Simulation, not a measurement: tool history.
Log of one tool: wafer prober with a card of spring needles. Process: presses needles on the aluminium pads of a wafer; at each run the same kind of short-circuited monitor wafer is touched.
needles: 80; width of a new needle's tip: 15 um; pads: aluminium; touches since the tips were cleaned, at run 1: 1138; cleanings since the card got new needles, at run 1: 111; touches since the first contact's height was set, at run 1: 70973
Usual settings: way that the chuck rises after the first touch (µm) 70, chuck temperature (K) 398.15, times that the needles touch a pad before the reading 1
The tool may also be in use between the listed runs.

| run | hour | way that the chuck rises after the first touch (µm) | chuck temperature (K) | times that the needles touch a pad before the reading | touches since the tips were cleaned | cleanings since the card got new needles | touches since the first contact's height was set | resistance of one needle with its contact and lead (mohm) | way that a needle slides on the pad (µm) |
|---|---|---|---|---|---|---|---|---|---|
| 1 | 0.0 | 70 | 398.15 | 1 | 1138 | 111 | 70973 | 255 | 11.16 |
|  | 12.5 | tips cleaned on abrasive film |
|  | 12.8 | height of the first contact set anew |
|  | 28.5 | tips cleaned on abrasive film |
|  | 43.7 | tips cleaned on abrasive film |
| 2 | 47.3 | 70 | 398.15 | 1 | 1501 | 114 | 14239 | 260 | 11.27 |
|  | 58.6 | tips cleaned on abrasive film |
|  | 72.7 | tips cleaned on abrasive film |
|  | 87.5 | tips cleaned on abrasive film |
| 3 | 92.4 | 70 | 398.15 | 1 | 2007 | 117 | 32842 | 269 | 11.21 |
|  | 100.7 | tips cleaned on abrasive film |
|  | 115.1 | tips cleaned on abrasive film |
|  | 128.4 | tips cleaned on abrasive film |
| 4 | 133.2 | 70 | 398.15 | 1 | 1997 | 120 | 49680 | 275 | 11.18 |
|  | 141.6 | tips cleaned on abrasive film |
|  | 155.3 | tips cleaned on abrasive film |
|  | 170.2 | tips cleaned on abrasive film |
| 5 | 172.8 | 70 | 398.15 | 1 | 1108 | 123 | 66023 | 261 | 11.14 |
|  | 184.6 | tips cleaned on abrasive film |
|  | 197.7 | tips cleaned on abrasive film |
|  | 198.0 | height of the first contact set anew |
| 6 | 210.0 | 70 | 398.15 | 1 | 4992 | 125 | 4992 | 294 | 11.31 |
|  | 212.1 | tips cleaned on abrasive film |
|  | 225.7 | tips cleaned on abrasive film |
|  | 238.4 | tips cleaned on abrasive film |
|  | 252.7 | tips cleaned on abrasive film |
| 7 | 256.8 | 70 | 398.15 | 1 | 1676 | 129 | 24259 | 269 | 11.27 |
|  | 265.4 | tips cleaned on abrasive film |
|  | 280.6 | tips cleaned on abrasive film |
|  | 294.3 | tips cleaned on abrasive film |
| 8 | 295.3 | 70 | 398.15 | 1 | 429 | 132 | 40167 | 254 | 11.21 |
|  | 307.9 | tips cleaned on abrasive film |
|  | 322.1 | tips cleaned on abrasive film |
| 9 | 333.0 | 70 | 398.15 | 1 | 4516 | 134 | 55740 | 291 | 11.13 |
|  | 335.3 | tips cleaned on abrasive film |
|  | 349.8 | tips cleaned on abrasive film |
| 10 | 354.1 | 70 | 398.15 | 1 | 1777 | 136 | 64431 | 266 | 11.17 |
|  | 362.5 | tips cleaned on abrasive film |
|  | 375.6 | tips cleaned on abrasive film |
|  | 381.3 | height of the first contact set anew |
| 11 | 386.1 | 70 | 398.15 | 1 | 4234 | 138 | 1962 | 287 | 11.34 |
|  | 389.3 | tips cleaned on abrasive film |
|  | 403.8 | tips cleaned on abrasive film |
|  | 417.2 | tips cleaned on abrasive film |
| 12 | 428.1 | 70 | 398.15 | 1 | 4546 | 141 | 19306 | 290 | 11.26 |
|  | 431.3 | tips cleaned on abrasive film |
|  | 445.7 | tips cleaned on abrasive film |
|  | 459.5 | tips cleaned on abrasive film |
| 13 | 467.9 | 70 | 398.15 | 1 | 3494 | 144 | 35736 | 286 | 11.26 |
|  | 474.2 | tips cleaned on abrasive film |
|  | 488.6 | tips cleaned on abrasive film |
|  | 501.8 | tips cleaned on abrasive film |
| 14 | 511.2 | 70 | 310.15 | 1 | 3896 | 147 | 53584 | 277 | 11.13 |
|  | 514.4 | tips cleaned on abrasive film |
|  | 529.3 | tips cleaned on abrasive film |
|  | 543.2 | tips cleaned on abrasive film |
| 15 | 547.2 | 70 | 310.15 | 1 | 1639 | 150 | 68419 | 256 | 11.12 |
|  | 557.4 | tips cleaned on abrasive film |
|  | 564.5 | height of the first contact set anew |
| 16 | 567.9 | 58 | 398.15 | 2 | 4205 | 151 | 1393 | 286 | 9.40 |
|  | 570.4 | tips cleaned on abrasive film |
|  | 583.3 | tips cleaned on abrasive film |
| 17 | 588.2 | 57 | 392.15 | 2 | 2021 | 153 | 9765 | 271 | 9.19 |
|  | 596.7 | tips cleaned on abrasive film |
|  | 611.3 | tips cleaned on abrasive film |
| 18 | 615.2 | 57 | 321.15 | 2 | 1615 | 155 | 20897 | 251 | 9.16 |
|  | 626.7 | tips cleaned on abrasive film |
|  | 641.0 | tips cleaned on abrasive film |
| 19 | 643.1 | 70 | 321.15 | 1 | 845 | 157 | 32405 | 246 | 11.23 |
|  | 654.4 | tips cleaned on abrasive film |
|  | 669.3 | tips cleaned on abrasive film |
| 20 | 669.3 | 83 | 370.15 | 1 | 0 | 159 | 43208 | 239 | 13.31 |
|  | 683.2 | tips cleaned on abrasive film |
| 21 | 692.4 | 83 | 370.15 | 1 | 3797 | 160 | 52767 | 265 | 13.24 |
|  | 698.7 | tips cleaned on abrasive film |
|  | 713.9 | tips cleaned on abrasive film |
| 22 | 714.6 | 61 | 334.15 | 2 | 310 | 162 | 61918 | 237 | 9.69 |
|  | 726.5 | tips cleaned on abrasive film |
| 23 | 736.3 | 51 | 373.15 | 1 | 4093 | 163 | 70907 | 335 | 8.00 |
|  | 739.5 | tips cleaned on abrasive film |
|  | 749.5 | height of the first contact set anew |
|  | 752.7 | tips cleaned on abrasive film |
| 24 | 764.0 | 86 | 398.15 | 1 | 4655 | 165 | 5949 | 276 | 13.89 |
|  | 767.2 | tips cleaned on abrasive film |
|  | 780.8 | tips cleaned on abrasive film |
|  | 795.6 | tips cleaned on abrasive film |
| 25 | 807.6 | 59 | 300.15 | 2 | 5003 | 168 | 23959 | 278 | 9.48 |
|  | 810.9 | tips cleaned on abrasive film |
|  | 826.1 | tips cleaned on abrasive film |
|  | 839.4 | tips cleaned on abrasive film |
| 26 | 851.4 | 70 | 335.15 | 1 | 4989 | 171 | 42050 | 288 | 11.23 |
|  | 854.6 | tips cleaned on abrasive film |
|  | 868.8 | tips cleaned on abrasive film |
|  | 882.5 | tips cleaned on abrasive film |
| 27 | 891.7 | 89 | 299.15 | 1 | 3830 | 174 | 58655 | 253 | 14.29 |
|  | 898.0 | tips cleaned on abrasive film |
|  | 913.0 | tips cleaned on abrasive film |
|  | 926.6 | tips cleaned on abrasive film |
|  | 933.1 | height of the first contact set anew |
| 28 | 937.4 | 70 | 360.15 | 1 | 4356 | 177 | 1770 | 289 | 11.33 |
|  | 939.7 | tips cleaned on abrasive film |
|  | 954.2 | tips cleaned on abrasive film |
| 29 | 962.8 | 83 | 316.15 | 1 | 3560 | 179 | 12261 | 257 | 13.42 |

Hidden state or all else? Some run-to-run changes of resistance of one needle with its contact and lead (mohm), split into what the settings, what came in and random variation would give without the hidden state, and what is left for the hidden state (with any gauge scatter that isn't in both results):
The hidden state here: debris on the tips, nm; way that the needles fall short of the set height, um; tips' diameter, um; drift of the gauge itself on contact_mohm, %; drift of the gauge itself on scrub_um, %.
Run 22 -> 23: way that the chuck rises after the first touch (µm) 61 -> 51, chuck temperature (K) 334.15 -> 373.15, times that the needles touch a pad before the reading 2 -> 1, tips cleaned on abrasive film. resistance of one needle with its contact and lead (mohm) +98: hidden state +88, all else +10.
Run 23 -> 24: way that the chuck rises after the first touch (µm) 51 -> 86, chuck temperature (K) 373.15 -> 398.15, tips cleaned on abrasive film, height of the first contact set anew, tips cleaned on abrasive film. resistance of one needle with its contact and lead (mohm) -59: hidden state -61, all else +2.

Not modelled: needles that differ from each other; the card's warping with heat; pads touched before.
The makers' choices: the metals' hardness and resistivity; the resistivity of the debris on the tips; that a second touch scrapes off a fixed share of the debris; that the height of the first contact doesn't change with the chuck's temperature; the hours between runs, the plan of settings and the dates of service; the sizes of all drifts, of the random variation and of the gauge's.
